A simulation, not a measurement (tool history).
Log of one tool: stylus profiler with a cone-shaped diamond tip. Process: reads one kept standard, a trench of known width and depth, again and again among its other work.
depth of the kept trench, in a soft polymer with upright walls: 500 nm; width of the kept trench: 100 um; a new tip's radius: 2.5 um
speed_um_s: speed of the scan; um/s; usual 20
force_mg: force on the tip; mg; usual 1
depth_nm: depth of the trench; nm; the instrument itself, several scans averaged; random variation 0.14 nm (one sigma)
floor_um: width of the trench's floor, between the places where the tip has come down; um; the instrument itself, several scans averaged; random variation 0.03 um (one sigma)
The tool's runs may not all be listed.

run   hour  speed_um_s  force_mg  depth_nm  floor_um
  1      0          20         1    503.49     96.62
  2   25.2          20         1    503.36      96.6
  3   44.3          20         1    503.05     96.63
  4   67.9          20         1    503.33     96.63
  5   87.2          20         1    503.42      96.6
  6  108.6          20         1    503.36     96.59
  7  120.8          20         1    503.25     96.56
  8  149.2          14         1    503.37     96.64
  9  171.1           8      0.83    503.04     96.63
 10  199.1          20       0.8    502.48     96.54
 11  213.7          20      1.12    503.31     96.61

Forecast each of these 4 alternatives for the next run:
  A  234.1          16      1.16         ?         ?
  B  234.1          76      1.12         ?         ?
  C  234.1          33      0.35         ?         ?
  D  234.1          31      1.84         ?         ?

run  depth_nm  floor_um
  A    503.41     96.68
  B    503.65     96.23
  C    501.44      96.3
  D    505.03     96.58
Without the tool's hidden state the same runs would have given:
run  depth_nm  floor_um
  A    503.64     96.96
  B    503.88     96.52
  C    501.67     96.59
  D    505.26     96.86
